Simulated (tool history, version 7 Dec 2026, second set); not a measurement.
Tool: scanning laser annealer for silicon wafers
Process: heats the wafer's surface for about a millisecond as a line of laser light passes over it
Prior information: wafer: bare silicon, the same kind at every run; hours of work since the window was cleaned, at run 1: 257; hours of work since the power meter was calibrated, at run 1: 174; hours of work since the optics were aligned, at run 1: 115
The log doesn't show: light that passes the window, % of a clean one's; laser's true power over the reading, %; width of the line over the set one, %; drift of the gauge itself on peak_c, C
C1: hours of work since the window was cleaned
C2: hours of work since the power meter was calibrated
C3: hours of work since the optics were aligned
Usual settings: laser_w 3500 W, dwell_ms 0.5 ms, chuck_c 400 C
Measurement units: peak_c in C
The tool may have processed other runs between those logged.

{"run": 1, "hour": 0.0, "laser_w": 3500, "dwell_ms": 0.5, "chuck_c": 400, "C1": 257, "C2": 174, "C3": 115, "peak_c": 1183}
{"run": 2, "hour": 24.8, "laser_w": 3500, "dwell_ms": 0.5, "chuck_c": 400, "C1": 268, "C2": 185, "C3": 125, "peak_c": 1183}
{"run": 3, "hour": 40.1, "laser_w": 3500, "dwell_ms": 0.5, "chuck_c": 398, "C1": 274, "C2": 191, "C3": 132, "peak_c": 1186}
{"run": 4, "hour": 50.8, "laser_w": 3500, "dwell_ms": 0.449, "chuck_c": 400, "C1": 279, "C2": 196, "C3": 136, "peak_c": 1149}
{"run": 5, "hour": 61.4, "laser_w": 3500, "dwell_ms": 0.449, "chuck_c": 400, "C1": 283, "C2": 200, "C3": 140, "peak_c": 1149}
{"run": 6, "hour": 82.8, "laser_w": 3500, "dwell_ms": 0.449, "chuck_c": 400, "C1": 292, "C2": 209, "C3": 149, "peak_c": 1146}
{"run": 7, "hour": 101.7, "laser_w": 3500, "dwell_ms": 0.449, "chuck_c": 400, "C1": 300, "C2": 217, "C3": 157, "peak_c": 1149}
{"run": 8, "hour": 112.8, "laser_w": 3500, "dwell_ms": 0.449, "chuck_c": 400, "C1": 304, "C2": 221, "C3": 162, "peak_c": 1149}
{"run": 9, "hour": 123.0, "laser_w": 3500, "dwell_ms": 0.449, "chuck_c": 400, "C1": 309, "C2": 226, "C3": 166, "peak_c": 1148}
{"run": 10, "hour": 145.6, "laser_w": 3500, "dwell_ms": 0.449, "chuck_c": 400, "C1": 318, "C2": 235, "C3": 176, "peak_c": 1147}
{"run": 11, "hour": 158.6, "laser_w": 3500, "dwell_ms": 0.5, "chuck_c": 400, "C1": 324, "C2": 241, "C3": 181, "peak_c": 1185}
{"run": 12, "hour": 177.5, "laser_w": 3500, "dwell_ms": 0.5, "chuck_c": 400, "C1": 331, "C2": 248, "C3": 189, "peak_c": 1183}
{"run": 13, "hour": 189.2, "laser_w": 3500, "dwell_ms": 0.5, "chuck_c": 401, "C1": 336, "C2": 253, "C3": 194, "peak_c": 1186}
{"run": 14, "hour": 201.8, "laser_w": 3500, "dwell_ms": 0.5, "chuck_c": 401, "C1": 342, "C2": 259, "C3": 199, "peak_c": 1185}
{"run": 15, "hour": 217.4, "laser_w": 3500, "dwell_ms": 0.39, "chuck_c": 400, "C1": 348, "C2": 265, "C3": 206, "peak_c": 1098}
{"run": 16, "hour": 241.3, "laser_w": 3500, "dwell_ms": 0.39, "chuck_c": 400, "C1": 358, "C2": 275, "C3": 216, "peak_c": 1102}
{"run": 17, "hour": 262.6, "laser_w": 3500, "dwell_ms": 0.381, "chuck_c": 400, "C1": 367, "C2": 284, "C3": 224, "peak_c": 1095}
{"run": 18, "hour": 272.6, "laser_w": 3590, "dwell_ms": 0.381, "chuck_c": 400, "C1": 371, "C2": 288, "C3": 229, "peak_c": 1112}
{"run": 19, "hour": 287.1, "laser_w": 3590, "dwell_ms": 0.381, "chuck_c": 400, "C1": 377, "C2": 294, "C3": 235, "peak_c": 1111}
{"run": 20, "hour": 300.9, "laser_w": 3590, "dwell_ms": 0.381, "chuck_c": 400, "C1": 383, "C2": 300, "C3": 240, "peak_c": 1111}
{"run": 21, "hour": 324.7, "laser_w": 3294, "dwell_ms": 0.518, "chuck_c": 407, "C1": 393, "C2": 310, "C3": 250, "peak_c": 1155}
{"run": 22, "hour": 348.2, "laser_w": 3294, "dwell_ms": 0.518, "chuck_c": 407, "C1": 403, "C2": 320, "C3": 260, "peak_c": 1157}
{"run": 23, "hour": 363.9, "laser_w": 3294, "dwell_ms": 0.518, "chuck_c": 407, "C1": 409, "C2": 326, "C3": 267, "peak_c": 1155}
{"run": 24, "hour": 379.1, "laser_w": 3294, "dwell_ms": 0.518, "chuck_c": 407, "C1": 416, "C2": 333, "C3": 273, "peak_c": 1159}
{"run": 25, "hour": 399.5, "laser_w": 3294, "dwell_ms": 0.481, "chuck_c": 380, "C1": 424, "C2": 341, "C3": 282, "peak_c": 1100}
{"run": 26, "hour": 419.4, "laser_w": 3198, "dwell_ms": 0.381, "chuck_c": 375, "C1": 432, "C2": 349, "C3": 290, "peak_c": 1004}
{"run": 27, "hour": 436.6, "laser_w": 3392, "dwell_ms": 0.381, "chuck_c": 376, "C1": 440, "C2": 357, "C3": 297, "peak_c": 1048}
{"run": 28, "hour": 454.0, "laser_w": 3550, "dwell_ms": 0.5, "chuck_c": 388, "C1": 447, "C2": 364, "C3": 304, "peak_c": 1186}
{"run": 29, "hour": 469.5, "laser_w": 3500, "dwell_ms": 0.513, "chuck_c": 422, "C1": 453, "C2": 370, "C3": 311, "peak_c": 1212}
{"run": 30, "hour": 492.9, "laser_w": 3049, "dwell_ms": 0.513, "chuck_c": 423, "C1": 463, "C2": 380, "C3": 321, "peak_c": 1108}
{"run": 31, "hour": 503.2, "laser_w": 3049, "dwell_ms": 0.513, "chuck_c": 423, "C1": 467, "C2": 384, "C3": 325, "peak_c": 1105}
{"run": 32, "hour": 523.5, "laser_w": 3194, "dwell_ms": 0.355, "chuck_c": 431, "C1": 476, "C2": 393, "C3": 333, "peak_c": 1034}
{"run": 33, "hour": 540.4, "laser_w": 3303, "dwell_ms": 0.361, "chuck_c": 415, "C1": 483, "C2": 400, "C3": 340, "peak_c": 1050}
{"run": 34, "hour": 553.7, "laser_w": 3147, "dwell_ms": 0.534, "chuck_c": 425, "C1": 488, "C2": 405, "C3": 346, "peak_c": 1143}
{"run": 35, "hour": 574.2, "laser_w": 3625, "dwell_ms": 0.534, "chuck_c": 425, "C1": 497, "C2": 414, "C3": 354, "peak_c": 1269}
{"run": 36, "hour": 597.9, "laser_w": 3625, "dwell_ms": 0.534, "chuck_c": 425, "C1": 507, "C2": 424, "C3": 364, "peak_c": 1265}
{"run": 37, "hour": 615.3, "laser_w": 3625, "dwell_ms": 0.534, "chuck_c": 425, "C1": 514, "C2": 431, "C3": 372, "peak_c": 1263}
{"run": 38, "hour": 634.5, "laser_w": 3625, "dwell_ms": 0.534, "chuck_c": 425, "C1": 522, "C2": 439, "C3": 380, "peak_c": 1263}
{"hour": 647.5, "done": "window over the wafer cleaned"}
{"run": 39, "hour": 655.1, "laser_w": 3639, "dwell_ms": 0.534, "chuck_c": 418, "C1": 3, "C2": 447, "C3": 387, "peak_c": 1261}
{"run": 40, "hour": 673.5, "laser_w": 3639, "dwell_ms": 0.534, "chuck_c": 418, "C1": 11, "C2": 455, "C3": 395, "peak_c": 1264}

Take each entry between the runs: how does the hidden state at the last listed run before it differ from the hidden state at the first listed run after it?
From run 38 to run 39: window over the wafer cleaned (hour 647.5)
  light that passes the window, % of a clean one's: 99.92 -> 100

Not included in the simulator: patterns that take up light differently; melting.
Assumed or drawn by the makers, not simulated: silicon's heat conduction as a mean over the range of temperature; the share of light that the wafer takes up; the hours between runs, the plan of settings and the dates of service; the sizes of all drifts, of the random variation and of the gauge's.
